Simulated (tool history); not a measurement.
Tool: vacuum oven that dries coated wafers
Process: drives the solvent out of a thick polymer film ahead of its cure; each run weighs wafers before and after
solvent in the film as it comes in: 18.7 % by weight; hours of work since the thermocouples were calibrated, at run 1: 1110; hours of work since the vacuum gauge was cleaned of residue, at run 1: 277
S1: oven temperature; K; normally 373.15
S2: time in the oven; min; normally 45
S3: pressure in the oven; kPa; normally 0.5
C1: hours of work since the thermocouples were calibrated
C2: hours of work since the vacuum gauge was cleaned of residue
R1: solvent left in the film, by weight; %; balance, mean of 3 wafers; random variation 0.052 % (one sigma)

run,day,S1,S2,S3,C1,C2,R1
1,0,373.15,45,0.5,1110,277,1.28
2,0.583,373.15,45,0.5,1120,287,1.25
3,1.038,373.15,45,0.5,1128,295,1.32
4,1.504,373.15,45,0.5,1136,303,1.26
5,1.846,373.15,45,0.5,1142,309,1.3
6,2.488,373.15,45,0.5,1153,320,1.38
7,3.171,373.15,45,0.5,1165,332,1.38
8,3.704,373.15,45,0.5,1174,341,1.24
9,4.012,373.15,45,0.5,1179,346,1.34
10,4.358,373.15,45,0.5,1185,352,1.36
11,4.896,373.15,45,0.5,1194,361,1.35
12,5.538,373.15,45,0.5,1205,372,1.33
13,6.292,373.15,45,0.5,1218,385,1.29
14,6.779,373.15,45,0.5,1226,393,1.27
15,7.208,373.15,45,0.5,1233,400,1.28
16,7.642,373.15,45,0.5,1241,408,1.35
17,8.129,364.15,45,0.5,1249,416,2.64
18,8.533,364.15,45,0.5,1256,423,2.62
19,9.204,364.15,45,0.5,1267,434,2.59
20,9.938,373.15,45,0.5,1280,447,1.28
21,10.475,373.15,45,0.5,1289,456,1.34
22,11.158,373.15,45,0.5,1301,468,1.27
23,11.604,373.15,45,0.5,1308,475,1.29
24,12.2,373.15,45,1.535,1319,486,2.82
25,12.521,373.15,45,1.535,1324,491,2.92
26,13.017,373.15,45,1.535,1332,500,2.81
27,13.571,373.15,45,1.535,1342,509,2.77
28,13.983,387.15,69,1.535,1349,516,1.36
29,14.679,379.15,45,1.03,1361,528,1.46
30,15.229,379.15,45,1.03,1370,537,1.33
31,15.9,380.15,45,0.5,1382,549,0.91
32,16.283,380.15,45,0.5,1388,555,0.71
33,16.85,387.15,45,0.324,1398,565,0.36
34,17.317,387.15,45,0.324,1406,573,0.33
35,17.808,380.15,48,0.627,1414,581,0.81
36,18.312,369.15,45,0.404,1423,590,1.67
37,18.683,373.15,36,0.5,1429,596,1.81
38,19.083,365.15,25,0.391,1436,603,4.89
39,19.4,373.15,26,1.935,1441,608,4.88
40,20.079,373.15,34,1.935,1453,620,4
41,20.383,386.15,27,0.263,1458,625,0.76
42,20.75,364.15,45,0.5,1464,631,2.57
43,21.083,373.15,76,0.5,1470,637,0.8
44,21.717,379.15,46,1.304,1481,648,1.74
45,22.15,379.15,46,1.304,1488,655,1.82
46,22.529,379.15,46,1.304,1495,662,1.8

5 ways to go on from here, each from the tool as it stands after run 46. What would each give?
A,23.242,366.15,41,0.331,1507,674,?
B,23.242,387.15,46,1.304,1507,674,?
C,23.242,372.15,27,0.611,1507,674,?
D,23.242,361.15,32,0.448,1507,674,?
E,23.242,383.15,45,0.5,1507,674,?

run,R1
A,2.33
B,1.35
C,3.26
D,4.9
E,0.64
Without the tool's unlogged condition, the same runs would have read:
run,R1
A,2.33
B,1.34
C,3.26
D,4.9
E,0.63
